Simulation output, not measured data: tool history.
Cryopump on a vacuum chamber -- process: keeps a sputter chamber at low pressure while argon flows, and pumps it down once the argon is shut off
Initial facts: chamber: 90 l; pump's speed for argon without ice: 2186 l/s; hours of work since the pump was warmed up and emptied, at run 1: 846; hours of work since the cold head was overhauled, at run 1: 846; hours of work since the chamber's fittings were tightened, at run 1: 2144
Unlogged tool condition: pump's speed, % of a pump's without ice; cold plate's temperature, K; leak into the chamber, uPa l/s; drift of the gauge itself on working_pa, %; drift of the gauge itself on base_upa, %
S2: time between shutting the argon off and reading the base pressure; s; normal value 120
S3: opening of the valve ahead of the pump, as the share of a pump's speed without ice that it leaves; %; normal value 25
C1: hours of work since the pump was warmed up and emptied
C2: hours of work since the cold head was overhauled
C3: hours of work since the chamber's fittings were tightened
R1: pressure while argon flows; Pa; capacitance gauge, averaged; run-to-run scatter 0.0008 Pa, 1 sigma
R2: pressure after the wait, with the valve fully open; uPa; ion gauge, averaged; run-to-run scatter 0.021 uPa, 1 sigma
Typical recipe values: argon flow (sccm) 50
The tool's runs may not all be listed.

{"run": 1, "day": 0.0, "argon flow (sccm)": 50, "S2": 120, "S3": 25, "C1": 846, "C2": 846, "C3": 2144, "R1": 0.1675, "R2": 2.26}
{"run": 2, "day": 1.846, "argon flow (sccm)": 50, "S2": 120, "S3": 25, "C1": 869, "C2": 869, "C3": 2168, "R1": 0.1674, "R2": 2.33}
{"run": 3, "day": 3.208, "argon flow (sccm)": 50, "S2": 120, "S3": 25, "C1": 886, "C2": 886, "C3": 2185, "R1": 0.1666, "R2": 2.31}
{"run": 4, "day": 4.421, "argon flow (sccm)": 50, "S2": 120, "S3": 25, "C1": 902, "C2": 902, "C3": 2200, "R1": 0.1681, "R2": 2.4}
{"run": 5, "day": 5.442, "argon flow (sccm)": 50, "S2": 120, "S3": 25, "C1": 915, "C2": 915, "C3": 2213, "R1": 0.1687, "R2": 2.36}
{"run": 6, "day": 6.375, "argon flow (sccm)": 41, "S2": 120, "S3": 25, "C1": 926, "C2": 926, "C3": 2225, "R1": 0.1381, "R2": 2.43}
{"run": 7, "day": 8.158, "argon flow (sccm)": 50, "S2": 120, "S3": 25, "C1": 949, "C2": 949, "C3": 2247, "R1": 0.1676, "R2": 2.41}
{"run": 8, "day": 9.108, "argon flow (sccm)": 24, "S2": 120, "S3": 25, "C1": 961, "C2": 961, "C3": 2259, "R1": 0.0805, "R2": 2.38}
{"day": 9.338, "done": "leaking fittings of the chamber tightened, without venting"}
{"run": 9, "day": 10.342, "argon flow (sccm)": 24, "S2": 120, "S3": 25, "C1": 976, "C2": 976, "C3": 13, "R1": 0.0815, "R2": 0.47}
{"run": 10, "day": 11.479, "argon flow (sccm)": 24, "S2": 120, "S3": 25, "C1": 990, "C2": 990, "C3": 27, "R1": 0.0809, "R2": 0.46}
{"run": 11, "day": 12.654, "argon flow (sccm)": 24, "S2": 120, "S3": 25, "C1": 1005, "C2": 1005, "C3": 42, "R1": 0.0811, "R2": 0.52}
{"run": 12, "day": 14.325, "argon flow (sccm)": 24, "S2": 120, "S3": 25, "C1": 1026, "C2": 1026, "C3": 63, "R1": 0.0809, "R2": 0.53}
{"run": 13, "day": 15.662, "argon flow (sccm)": 24, "S2": 120, "S3": 25, "C1": 1043, "C2": 1043, "C3": 80, "R1": 0.0828, "R2": 0.53}
{"run": 14, "day": 17.354, "argon flow (sccm)": 24, "S2": 120, "S3": 25, "C1": 1064, "C2": 1064, "C3": 101, "R1": 0.0826, "R2": 0.58}
{"run": 15, "day": 18.612, "argon flow (sccm)": 24, "S2": 120, "S3": 25, "C1": 1080, "C2": 1080, "C3": 117, "R1": 0.0835, "R2": 0.56}
{"run": 16, "day": 20.7, "argon flow (sccm)": 24, "S2": 120, "S3": 25, "C1": 1106, "C2": 1106, "C3": 144, "R1": 0.0831, "R2": 0.57}

Forecast run 17:
{"run": 17, "day": 21.638, "argon flow (sccm)": 50, "S2": 120, "S3": 25, "C1": 1118, "C2": 1118, "C3": 155, "R1": "?", "R2": "?"}

R1: 0.1722 Pa
R2: 0.57 uPa
Without the tool's hidden state the same run would have given R1 0.1544 Pa, R2 0.32 uPa.
